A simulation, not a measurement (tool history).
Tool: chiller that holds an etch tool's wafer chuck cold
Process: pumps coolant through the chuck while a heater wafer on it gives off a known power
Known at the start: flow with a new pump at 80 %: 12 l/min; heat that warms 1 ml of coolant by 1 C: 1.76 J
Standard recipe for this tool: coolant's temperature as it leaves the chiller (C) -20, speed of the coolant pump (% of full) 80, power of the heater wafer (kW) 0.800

| run | hour | coolant's temperature as it leaves the chiller (C) | speed of the coolant pump (% of full) | power of the heater wafer (kW) | chuck's temperature once it has settled (C) | how much warmer the coolant comes back (C) |
|---|---|---|---|---|---|---|
| 1 | 0.0 | -20 | 80 | 0.800 | -14.01 | 2.38 |
| 2 | 57.7 | -20 | 80 | 0.800 | -14.02 | 2.36 |
| 3 | 120.1 | -20 | 80 | 0.800 | -14.02 | 2.41 |
| 4 | 172.1 | -20 | 80 | 0.800 | -14.08 | 2.39 |
| 5 | 229.6 | -20 | 94 | 0.800 | -14.53 | 2.10 |
| 6 | 273.6 | -20 | 65 | 0.800 | -13.04 | 2.93 |
| 7 | 336.5 | -20 | 84 | 0.800 | -14.10 | 2.28 |
| 8 | 384.2 | -20 | 80 | 0.800 | -13.78 | 2.41 |
| 9 | 444.1 | -23 | 80 | 0.556 | -18.62 | 1.67 |
| 10 | 502.1 | -18 | 94 | 0.962 | -11.51 | 2.46 |
| 11 | 537.4 | -18 | 81 | 1.002 | -10.60 | 2.98 |
| 12 | 600.8 | -16 | 84 | 0.546 | -12.06 | 1.57 |
| 13 | 633.4 | -14 | 60 | 0.546 | -8.86 | 2.12 |
| 14 | 695.1 | -20 | 80 | 0.456 | -16.41 | 1.38 |
| 15 | 734.9 | -20 | 84 | 0.800 | -14.14 | 2.37 |

Here are 3 independent what-if runs from the current tool condition. What would each one return?
| A | 769.3 | -26 | 64 | 0.403 | ? | ? |
| B | 769.3 | -20 | 84 | 0.895 | ? | ? |
| C | 769.3 | -20 | 84 | 0.678 | ? | ? |

| run | chuck's temperature once it has settled (C) | how much warmer the coolant comes back (C) |
|---|---|---|
| A | -22.47 | 1.54 |
| B | -13.44 | 2.55 |
| C | -14.88 | 1.94 |
Without the tool's hidden state the same runs would have given:
| run | chuck's temperature once it has settled (C) | how much warmer the coolant comes back (C) |
|---|---|---|
| A | -22.82 | 1.44 |
| B | -14.03 | 2.38 |
| C | -15.35 | 1.81 |
